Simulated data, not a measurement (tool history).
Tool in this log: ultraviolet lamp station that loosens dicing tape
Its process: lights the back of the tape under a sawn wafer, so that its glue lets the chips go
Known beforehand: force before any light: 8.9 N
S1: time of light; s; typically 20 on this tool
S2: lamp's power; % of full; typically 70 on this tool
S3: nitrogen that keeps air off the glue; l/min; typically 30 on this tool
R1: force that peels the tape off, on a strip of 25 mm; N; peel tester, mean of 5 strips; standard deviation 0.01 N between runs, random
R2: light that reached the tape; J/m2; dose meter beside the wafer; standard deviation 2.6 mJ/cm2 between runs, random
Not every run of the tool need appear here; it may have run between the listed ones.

| run | day | S1 | S2 | S3 | R1 | R2 |
|---|---|---|---|---|---|---|
| 1 | 0 | 20 | 70 | 30 | 0.742 | 2770 |
| 2 | 1.221 | 20 | 70 | 30 | 0.743 | 2760 |
|  | 1.767 | window cleaned of glue's vapour |
| 3 | 2.479 | 20 | 70 | 30 | 0.547 | 3170 |
| 4 | 3.612 | 20 | 70 | 30 | 0.559 | 3190 |
| 5 | 5.262 | 20 | 94 | 30 | 0.317 | 4130 |
| 6 | 6.642 | 20 | 64 | 30 | 0.746 | 2760 |
| 7 | 7.425 | 20 | 64 | 30 | 0.765 | 2780 |
| 8 | 9.004 | 20 | 70 | 30 | 0.677 | 2950 |
| 9 | 9.721 | 20 | 70 | 30 | 0.696 | 2920 |
| 10 | 11.442 | 20 | 70 | 30 | 0.7 | 2810 |
| 11 | 12.488 | 20 | 60 | 30 | 0.994 | 2400 |
| 12 | 13.492 | 12 | 64 | 30 | 2.162 | 1510 |
| 13 | 15.108 | 12 | 64 | 30 | 2.203 | 1520 |
| 14 | 15.954 | 12 | 64 | 30 | 2.195 | 1490 |
| 15 | 17.667 | 13 | 81 | 40 | 1.172 | 1920 |
| 16 | 19.05 | 31 | 70 | 30 | 0.358 | 3960 |
|  | 20.083 | window cleaned of glue's vapour |
| 17 | 20.083 | 24 | 63 | 15 | 0.999 | 3220 |
| 18 | 21.533 | 24 | 63 | 15 | 1.045 | 3150 |

4 options for the next run, each taken on its own from the tool as it stands now. Forecast them:
| A | 22.588 | 20 | 79 | 30 | ? | ? |
| B | 22.588 | 20 | 91 | 30 | ? | ? |
| C | 22.588 | 32 | 75 | 49 | ? | ? |
| D | 22.588 | 24 | 87 | 15 | ? | ? |

| run | R1 | R2 |
|---|---|---|
| A | 0.524 | 3250 |
| B | 0.397 | 3790 |
| C | 0.19 | 4990 |
| D | 0.545 | 4290 |
Take away the tool's hidden state, keep each run's random variation, and the runs would have read:
| run | R1 | R2 |
|---|---|---|
| A | 0.357 | 3890 |
| B | 0.282 | 4540 |
| C | 0.174 | 5980 |
| D | 0.37 | 5140 |

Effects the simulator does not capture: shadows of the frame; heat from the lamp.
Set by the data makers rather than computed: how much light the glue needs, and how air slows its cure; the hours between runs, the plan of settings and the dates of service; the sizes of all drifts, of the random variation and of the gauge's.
